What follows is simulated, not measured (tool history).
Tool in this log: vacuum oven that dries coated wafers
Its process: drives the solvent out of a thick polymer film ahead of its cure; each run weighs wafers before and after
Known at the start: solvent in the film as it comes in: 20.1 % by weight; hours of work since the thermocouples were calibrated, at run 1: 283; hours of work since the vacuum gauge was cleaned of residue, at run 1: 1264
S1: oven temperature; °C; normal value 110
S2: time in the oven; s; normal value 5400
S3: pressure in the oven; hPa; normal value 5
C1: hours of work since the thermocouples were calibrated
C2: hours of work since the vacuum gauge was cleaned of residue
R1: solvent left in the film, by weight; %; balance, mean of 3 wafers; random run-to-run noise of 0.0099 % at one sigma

Run 1, hour 0: usual settings; C1 283; C2 1264. Result: R1 2.664 %.
Run 2, hour 53.7: usual settings; C1 307; C2 1288. Result: R1 2.693 %.
Run 3, hour 125.9: usual settings but S2 7500 s; C1 339; C2 1320. Result: R1 1.455 %.
Run 4, hour 212.9: usual settings but S2 7500 s; C1 377; C2 1359. Result: R1 1.451 %.
Run 5, hour 303.9: usual settings but S2 7500 s; C1 417; C2 1399. Result: R1 1.48 %.
Run 6, hour 399.7: usual settings but S2 5040 s; C1 460; C2 1441. Result: R1 2.986 %.
Run 7, hour 490.5: usual settings but S3 6.51 hPa; C1 500; C2 1482. Result: R1 2.725 %.
Run 8, hour 584.2: usual settings but S3 6.51 hPa; C1 542; C2 1523. Result: R1 2.709 %.
Run 9, hour 663.6: usual settings but S3 6.51 hPa; C1 577; C2 1558. Result: R1 2.74 %.
Run 10, hour 753.3: usual settings but S3 6.51 hPa; C1 617; C2 1598. Result: R1 2.729 %.
Run 11, hour 815.5: usual settings but S1 123 °C, S2 3360 s; C1 644; C2 1626. Result: R1 2.292 %.
Run 12, hour 859: usual settings but S1 117 °C, S2 3540 s, S3 5.05 hPa; C1 663; C2 1645. Result: R1 3.2 %.
Run 13, hour 929.2: usual settings but S1 97 °C, S2 4680 s, S3 7.3 hPa; C1 695; C2 1676. Result: R1 6.757 %.
Run 14, hour 977.7: usual settings but S1 97 °C, S2 7680 s, S3 8.59 hPa; C1 716; C2 1697. Result: R1 4.106 %.
Run 15, hour 1068.4: usual settings but S1 113 °C, S2 7560 s, S3 3.37 hPa; C1 756; C2 1738. Result: R1 1.017 %.
Run 16, hour 1125.9: usual settings but S1 113 °C, S2 7560 s, S3 3.37 hPa; C1 782; C2 1763. Result: R1 1.043 %.

Branching from run 16: 3 alternative next runs. What would each branch give?
Run A, hour 1167: usual settings but S1 97 °C, S2 6420 s, S3 18.95 hPa; C1 800; C2 1781. Result: R1 ?.
Run B, hour 1167: usual settings but S1 113 °C, S2 5340 s, S3 3.37 hPa; C1 800; C2 1781. Result: R1 ?.
Run C, hour 1167: usual settings but S2 5280 s, S3 19.74 hPa; C1 800; C2 1781. Result: R1 ?.

run     R1
  A  5.607
  B  2.095
  C  3.319
Had the tool no hidden state, the same runs would have come out as:
run     R1
  A  5.516
  B  2.024
  C  3.262

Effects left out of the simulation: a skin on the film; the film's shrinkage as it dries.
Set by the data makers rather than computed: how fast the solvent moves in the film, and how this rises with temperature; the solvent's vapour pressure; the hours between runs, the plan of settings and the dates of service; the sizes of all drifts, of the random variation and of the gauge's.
